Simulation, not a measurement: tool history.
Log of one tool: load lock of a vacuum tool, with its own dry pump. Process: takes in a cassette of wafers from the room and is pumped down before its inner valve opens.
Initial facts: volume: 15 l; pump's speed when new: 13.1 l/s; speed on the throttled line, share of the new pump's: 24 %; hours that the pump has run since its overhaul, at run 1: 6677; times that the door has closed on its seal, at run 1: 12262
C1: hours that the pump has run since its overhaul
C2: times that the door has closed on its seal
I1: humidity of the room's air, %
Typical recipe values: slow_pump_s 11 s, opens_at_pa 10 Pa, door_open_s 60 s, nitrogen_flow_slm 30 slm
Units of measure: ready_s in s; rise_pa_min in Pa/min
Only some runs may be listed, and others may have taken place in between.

Run 1, hour 0: usual settings; C1 6677; C2 12262; I1 45.5. Result: ready_s 19.9 s, rise_pa_min 0.127 Pa/min.
Run 2, hour 217.3: usual settings but slow_pump_s 9 s; C1 6894; C2 12597; I1 43.3. Result: ready_s 18.7 s, rise_pa_min 0.121 Pa/min.
Run 3, hour 425.6: usual settings but nitrogen_flow_slm 28 slm; C1 7102; C2 12918; I1 44. Result: ready_s 19.9 s, rise_pa_min 0.125 Pa/min.
Run 4, hour 601.7: usual settings but nitrogen_flow_slm 28 slm; C1 7278; C2 13190; I1 43.6. Result: ready_s 20 s, rise_pa_min 0.126 Pa/min.
Run 5, hour 794.7: usual settings; C1 7471; C2 13487; I1 47.7. Result: ready_s 19.9 s, rise_pa_min 0.135 Pa/min.
Run 6, hour 915.3: usual settings but nitrogen_flow_slm 16 slm; C1 7592; C2 13673; I1 45.9. Result: ready_s 19.6 s, rise_pa_min 0.15 Pa/min.
Run 7, hour 1083.8: usual settings; C1 7761; C2 13933; I1 43.1. Result: ready_s 19.9 s, rise_pa_min 0.144 Pa/min.
Run 8, hour 1333.8: usual settings; C1 8011; C2 14319; I1 45. Result: ready_s 19.7 s, rise_pa_min 0.148 Pa/min.
Run 9, hour 1582: usual settings; C1 8259; C2 14702; I1 45.3. Result: ready_s 20 s, rise_pa_min 0.145 Pa/min.
Run 10, hour 1716.8: usual settings but nitrogen_flow_slm 4 slm; C1 8394; C2 14910; I1 44.4. Result: ready_s 20 s, rise_pa_min 0.2 Pa/min.
Run 11, hour 1843: usual settings but nitrogen_flow_slm 4 slm; C1 8520; C2 15104; I1 43.1. Result: ready_s 20.2 s, rise_pa_min 0.192 Pa/min.
Run 12, hour 1996: usual settings but opens_at_pa 14 Pa, nitrogen_flow_slm 4 slm; C1 8673; C2 15340; I1 49. Result: ready_s 19.6 s, rise_pa_min 0.21 Pa/min.
Run 13, hour 2217.3: usual settings; C1 8894; C2 15682; I1 43.5. Result: ready_s 20.2 s, rise_pa_min 0.158 Pa/min.
Run 14, hour 2339.5: usual settings; C1 9016; C2 15870; I1 45.8. Result: ready_s 20.6 s, rise_pa_min 0.159 Pa/min.
Run 15, hour 2523.7: usual settings; C1 9200; C2 16154; I1 44.4. Result: ready_s 20.3 s, rise_pa_min 0.162 Pa/min.
Run 16, hour 2655.9: usual settings; C1 9333; C2 16358; I1 42.8. Result: ready_s 20.1 s, rise_pa_min 0.161 Pa/min.
Run 17, hour 2858.3: usual settings; C1 9535; C2 16670; I1 46. Result: ready_s 20.6 s, rise_pa_min 0.169 Pa/min.
Run 18, hour 3063.6: usual settings but nitrogen_flow_slm 12 slm; C1 9740; C2 16987; I1 43.4. Result: ready_s 20.2 s, rise_pa_min 0.189 Pa/min.
At hour 3183.4: dry pump taken out, an overhauled one fitted.
Run 19, hour 3248.2: usual settings but slow_pump_s 9 s, opens_at_pa 7 Pa, door_open_s 33 s, nitrogen_flow_slm 14 slm; C1 65; C2 17262; I1 45. Result: ready_s 18.2 s, rise_pa_min 0.183 Pa/min.
Run 20, hour 3382.2: usual settings but slow_pump_s 9 s, opens_at_pa 7 Pa, door_open_s 33 s, nitrogen_flow_slm 14 slm; C1 199; C2 17469; I1 50.3. Result: ready_s 18 s, rise_pa_min 0.183 Pa/min.
Run 21, hour 3623: usual settings but slow_pump_s 9 s, opens_at_pa 7 Pa, door_open_s 33 s, nitrogen_flow_slm 14 slm; C1 440; C2 17840; I1 46.7. Result: ready_s 18.2 s, rise_pa_min 0.19 Pa/min.
Run 22, hour 3812.8: usual settings but slow_pump_s 16 s, opens_at_pa 7 Pa, nitrogen_flow_slm 14 slm; C1 629; C2 18133; I1 48.1. Result: ready_s 23.2 s, rise_pa_min 0.208 Pa/min.
Run 23, hour 3976: usual settings but slow_pump_s 16 s, opens_at_pa 7 Pa, nitrogen_flow_slm 14 slm; C1 793; C2 18385; I1 43.7. Result: ready_s 23.4 s, rise_pa_min 0.202 Pa/min.
Run 24, hour 4111.2: usual settings but slow_pump_s 16 s, door_open_s 58 s, nitrogen_flow_slm 7 slm; C1 928; C2 18593; I1 42.3. Result: ready_s 23.2 s, rise_pa_min 0.217 Pa/min.
Run 25, hour 4361.8: usual settings but slow_pump_s 16 s, opens_at_pa 8 Pa, nitrogen_flow_slm 26 slm; C1 1178; C2 18980; I1 46.1. Result: ready_s 23.8 s, rise_pa_min 0.199 Pa/min.
Run 26, hour 4590.5: usual settings but slow_pump_s 13 s, opens_at_pa 9 Pa, door_open_s 29 s, nitrogen_flow_slm 6 slm; C1 1407; C2 19332; I1 41.9. Result: ready_s 20.8 s, rise_pa_min 0.215 Pa/min.
Run 27, hour 4715.7: usual settings but opens_at_pa 15 Pa, door_open_s 185 s; C1 1532; C2 19526; I1 43.9. Result: ready_s 18.9 s, rise_pa_min 0.218 Pa/min.
Run 28, hour 4968.3: usual settings but opens_at_pa 15 Pa, door_open_s 185 s; C1 1785; C2 19915; I1 46.6. Result: ready_s 18.9 s, rise_pa_min 0.23 Pa/min.
Run 29, hour 5135.4: usual settings but opens_at_pa 15 Pa, door_open_s 185 s; C1 1952; C2 20173; I1 49. Result: ready_s 19 s, rise_pa_min 0.232 Pa/min.
Run 30, hour 5318.7: usual settings but slow_pump_s 6 s, door_open_s 202 s, nitrogen_flow_slm 22 slm; C1 2135; C2 20456; I1 48.1. Result: ready_s 15.5 s, rise_pa_min 0.257 Pa/min.
Run 31, hour 5497.3: usual settings but slow_pump_s 6 s, door_open_s 202 s, nitrogen_flow_slm 22 slm; C1 2314; C2 20731; I1 45.3. Result: ready_s 15.7 s, rise_pa_min 0.252 Pa/min.
Run 32, hour 5710.7: usual settings but door_open_s 117 s, nitrogen_flow_slm 22 slm; C1 2527; C2 21060; I1 47.9. Result: ready_s 19.6 s, rise_pa_min 0.248 Pa/min.
Run 33, hour 5818: usual settings but opens_at_pa 8 Pa, door_open_s 32 s; C1 2635; C2 21226; I1 43.1. Result: ready_s 20.2 s, rise_pa_min 0.21 Pa/min.
Run 34, hour 5980.4: usual settings but opens_at_pa 19 Pa, door_open_s 34 s, nitrogen_flow_slm 44 slm; C1 2797; C2 21476; I1 42.6. Result: ready_s 18.8 s, rise_pa_min 0.209 Pa/min.
Run 35, hour 6090.9: usual settings but door_open_s 35 s, nitrogen_flow_slm 21 slm; C1 2907; C2 21647; I1 45. Result: ready_s 19.4 s, rise_pa_min 0.227 Pa/min.
Run 36, hour 6223.9: usual settings but door_open_s 108 s, nitrogen_flow_slm 44 slm; C1 3041; C2 21852; I1 44.2. Result: ready_s 19.6 s, rise_pa_min 0.227 Pa/min.

For each run, the measured value with the value that run would have given without the tool's hidden condition subtracted. The run-to-run variation is shared by both, the gauge scatter possibly not:
Hidden state at play: pump's speed, % of a new pump's; leak at the door's seal, Pa l/s; drift of the gauge itself on ready_s, %; drift of the gauge itself on rise_pa_min, %.
run  ready_s  rise_pa_min
  1     +0.9       +0.077
  2     +0.9       +0.079
  3     +0.9        +0.08
  4     +0.9       +0.083
  5       +1       +0.087
  6       +1       +0.088
  7     +1.1       +0.091
  8       +1       +0.095
  9     +1.1         +0.1
 10     +1.2       +0.103
 11     +1.2       +0.104
 12     +1.1       +0.107
 13     +1.2       +0.111
 14     +1.2        +0.11
 15     +1.3       +0.115
 16     +1.3       +0.116
 17     +1.3        +0.12
 18     +1.4       +0.124
 19     +0.2       +0.126
 20     +0.2       +0.129
 21     +0.3       +0.134
 22     +0.2       +0.136
 23     +0.2       +0.138
 24     +0.3       +0.141
 25     +0.3       +0.145
 26     +0.3       +0.152
 27     +0.4       +0.152
 28     +0.4       +0.156
 29     +0.4        +0.16
 30     +0.6       +0.164
 31     +0.6       +0.168
 32     +0.6       +0.171
 33     +0.6       +0.172
 34     +0.6       +0.176
 35     +0.6        +0.18
 36     +0.6       +0.181

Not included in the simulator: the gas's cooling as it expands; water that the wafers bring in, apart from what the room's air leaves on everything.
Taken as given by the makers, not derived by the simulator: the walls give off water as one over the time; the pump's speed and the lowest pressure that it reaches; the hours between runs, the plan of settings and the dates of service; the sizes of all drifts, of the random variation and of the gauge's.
